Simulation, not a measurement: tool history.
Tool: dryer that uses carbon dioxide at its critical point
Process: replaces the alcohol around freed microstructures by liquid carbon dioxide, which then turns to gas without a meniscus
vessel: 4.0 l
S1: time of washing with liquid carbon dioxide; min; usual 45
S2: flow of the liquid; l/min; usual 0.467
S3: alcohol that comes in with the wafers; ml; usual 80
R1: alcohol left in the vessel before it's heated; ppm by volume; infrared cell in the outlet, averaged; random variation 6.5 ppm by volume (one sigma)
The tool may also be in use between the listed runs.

run,hour,S1,S2,S3,R1
1,0,45,0.467,80,313
2,18.3,45,0.467,80,303
3,38.8,45,0.467,80,312
4,51.1,45,0.467,94,364
5,70,45,0.467,94,367
6,87.1,45,0.467,94,370
7,97,45,0.467,94,377
8,106.2,45,0.467,80,325
9,120.9,45,0.467,80,331
10,131.1,45,0.467,80,330
11,146.6,45,0.467,80,329
12,167.1,45,0.416,80,509
13,178.4,48,0.467,80,258
14,189.9,64,0.467,80,72
15,209,45,0.467,69,295
16,220.8,62,0.387,26,85
17,236.5,45,0.467,118,508
18,246,63,0.662,54,25
19,257.2,64,0.398,54,110
20,277.3,56,0.398,54,199
21,293.9,56,0.398,54,198
22,303.3,71,0.546,67,31
23,317.2,71,0.546,67,27
24,327.9,69,0.32,67,258
25,348.4,48,0.467,85,304
26,366.1,54,0.389,33,166
27,382.4,54,0.389,33,173
28,394.3,54,0.389,33,178
29,414.6,54,0.389,33,173

The same runs without the tool's hidden state, with the same run-to-run variation:
The hidden state here: flow that reaches the vessel past the clogged filter, %; alcohol in the recycled carbon dioxide, ppm; drift of the gauge itself on alcohol_ppm, %.
run,R1
1,278
2,265
3,271
4,315
5,314
6,314
7,318
8,273
9,276
10,272
11,270
12,426
13,203
14,47
15,233
16,60
17,401
18,10
19,75
20,146
21,144
22,12
23,7
24,186
25,219
26,114
27,118
28,124
29,116
